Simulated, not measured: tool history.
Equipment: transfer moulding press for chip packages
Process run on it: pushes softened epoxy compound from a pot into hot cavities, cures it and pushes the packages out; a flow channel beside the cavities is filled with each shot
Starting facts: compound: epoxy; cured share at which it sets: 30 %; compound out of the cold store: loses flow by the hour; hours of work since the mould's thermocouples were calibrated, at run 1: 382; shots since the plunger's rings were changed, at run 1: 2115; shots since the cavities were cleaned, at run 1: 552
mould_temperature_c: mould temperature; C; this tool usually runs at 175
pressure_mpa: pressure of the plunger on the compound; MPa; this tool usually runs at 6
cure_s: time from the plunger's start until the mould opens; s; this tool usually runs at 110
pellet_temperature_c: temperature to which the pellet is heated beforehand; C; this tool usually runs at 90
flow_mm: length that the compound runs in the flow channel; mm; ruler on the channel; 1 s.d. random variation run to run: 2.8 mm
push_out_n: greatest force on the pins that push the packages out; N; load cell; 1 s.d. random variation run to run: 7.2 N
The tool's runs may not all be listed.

run   hour  mould_temperature_c  pressure_mpa  cure_s  pellet_temperature_c  hours of work since the mould's thermocouples were calibrated  shots since the plunger's rings were changed  shots since the cavities were cleaned  incoming compound's hours out of the cold store  flow_mm  push_out_n
  1      0                  175             6     110                    90                                                            382                                          2115                                    552                                             32.5      668         512
  2   11.8                  175          6.32     110                    90                                                            389                                          2221                                    658                                             12.3      730         544
  3     27                  175          5.34     110                    90                                                            397                                          2358                                    795                                             24.5      644         565
  4   36.5                  175          5.34     110                    93                                                            402                                          2443                                    880                                             36.7      616         557
      45.7  -- cavities cleaned with cleaning compound and waxed
  5   56.8                  175          5.34     110                    93                                                            412                                          2612                                    100                                             15.4      658         372
  6   70.1                  175             6     110                    86                                                            419                                          2732                                    220                                             39.8      652         414
  7   78.7                  175             6     110                    86                                                            424                                          2809                                    297                                             46.2      625         448
      81.8  -- mould's thermocouples calibrated
  8  100.5                  175             6     110                    86                                                             10                                          2987                                    475                                             10.9      708         525
  9  114.2                  175             6     110                    86                                                             17                                          3110                                    598                                              8.3      716         540
 10  128.4                  175             6     110                    86                                                             25                                          3238                                    726                                              9.7      710         541
 11  144.8                  175             6     110                    87                                                             34                                          3385                                    873                                             34.6      650         554
     154.3  -- cavities cleaned with cleaning compound and waxed
 12  160.4                  175           4.9     125                    90                                                             41                                          3512                                     55                                             13.5      636         317
 13  168.7                  175          5.26     149                    81                                                             46                                          3587                                    130                                             24.9      627         318

For run 14, what comes out?
 14  182.5                  175             6     124                    93                                                             53                                          3710                                    253                                             24.2        ?           ?

{"run 14": {"flow_mm": 671, "push_out_n": 402}}
Minus the tool's unlogged condition, the same run would have read flow_mm 696 mm, push_out_n 284 N.
